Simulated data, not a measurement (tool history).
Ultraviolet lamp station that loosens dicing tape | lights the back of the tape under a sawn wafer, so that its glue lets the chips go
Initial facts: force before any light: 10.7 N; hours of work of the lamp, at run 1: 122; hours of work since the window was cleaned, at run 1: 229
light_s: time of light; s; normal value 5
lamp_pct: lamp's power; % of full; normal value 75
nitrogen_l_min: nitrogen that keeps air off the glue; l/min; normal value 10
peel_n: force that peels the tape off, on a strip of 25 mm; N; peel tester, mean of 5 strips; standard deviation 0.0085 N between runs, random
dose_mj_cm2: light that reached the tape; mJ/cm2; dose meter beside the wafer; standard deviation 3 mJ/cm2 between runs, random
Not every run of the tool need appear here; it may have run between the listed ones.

run,hour,light_s,lamp_pct,nitrogen_l_min,hours of work of the lamp,hours of work since the window was cleaned,peel_n,dose_mj_cm2
1,0,5,75,10,122,229,0.434,421
2,9.1,5,75,3,126,233,1.206,420
3,19.7,5,75,3,131,237,1.188,419
4,29.5,5,75,3,135,242,1.217,419
5,39.2,5,75,3,139,246,1.146,421
6,46.1,6,75,3,142,249,0.771,501
7,57.8,6,75,3,147,254,0.791,503
8,69.3,6,75,3,152,259,0.797,496
9,82.1,6,75,3,157,264,0.803,504
10,94.4,6,75,3,163,269,0.808,494
11,106.8,6,75,3,168,275,0.84,496
12,114.1,6,75,3,171,278,0.805,496
13,120.2,8,75,3,174,280,0.391,674
14,128,3,75,3,177,284,2.799,251
15,137.8,3,75,3,181,288,2.908,249
16,151.8,5,75,12,187,294,0.397,406
17,160.8,5,75,12,191,298,0.41,418
18,174.6,5,75,6,197,304,0.717,414
19,182,5,75,6,200,307,0.718,404
20,193.7,5,95,10,205,312,0.249,520
21,205.2,5,61,10,210,317,0.79,337
22,213,5,75,19,213,320,0.313,401
23,226.1,3,75,9,219,326,1.653,250
24,235.8,6,86,4,223,330,0.481,554
25,245.2,3,92,5,227,334,1.687,299
26,258.5,3,74,5,233,340,2.403,239
27,266.2,3,74,5,236,343,2.379,237
28,274.3,3,77,7,240,346,1.842,249
29,282.6,3,77,7,243,350,1.823,248
30,293.6,2,92,11,248,355,2.082,198
31,305.7,5,75,10,253,360,0.479,403
32,316.9,5,75,10,258,365,0.486,401
33,328.6,5,85,7,263,370,0.502,460
34,339.9,5,85,7,268,374,0.477,456
35,352.5,3,87,7,273,380,1.476,275
36,363.3,7,97,5,278,384,0.191,718
37,377.2,5,69,10,284,390,0.62,368
38,383.4,5,94,12,286,393,0.247,494
39,390.8,5,91,16,289,396,0.215,480
40,402.6,2,91,11,294,401,2.274,191
41,413.3,4,96,10,299,406,0.486,404
42,422.9,8,69,13,303,410,0.158,575
43,435.4,8,86,19,308,415,0.106,722

Below, some changes in peel_n between adjacent runs. For each, the amount present without the hidden state too (settings, incoming material, random variation) and the amount remaining for the hidden state with gauge scatter not shared by both compared results:
Hidden state present: lamp's light, % of a new lamp's; light that the window lets through, % of a clean one's; drift of the gauge itself on peel_n, %; drift of the gauge itself on dose_mj_cm2, %.
Run 13 -> 14: light_s 8 -> 3. peel_n +2.408 N: hidden state +0.278, all else +2.13.
Run 15 -> 16: light_s 3 -> 5, nitrogen_l_min 3 -> 12. peel_n -2.511 N: hidden state -0.289, all else -2.222.
Run 35 -> 36: light_s 3 -> 7, lamp_pct 87 -> 97, nitrogen_l_min 7 -> 5. peel_n -1.285 N: hidden state -0.32, all else -0.965.
Run 39 -> 40: light_s 5 -> 2, nitrogen_l_min 16 -> 11. peel_n +2.059 N: hidden state +0.452, all else +1.607.
Run 40 -> 41: light_s 2 -> 4, lamp_pct 91 -> 96, nitrogen_l_min 11 -> 10. peel_n -1.788 N: hidden state -0.345, all else -1.443.
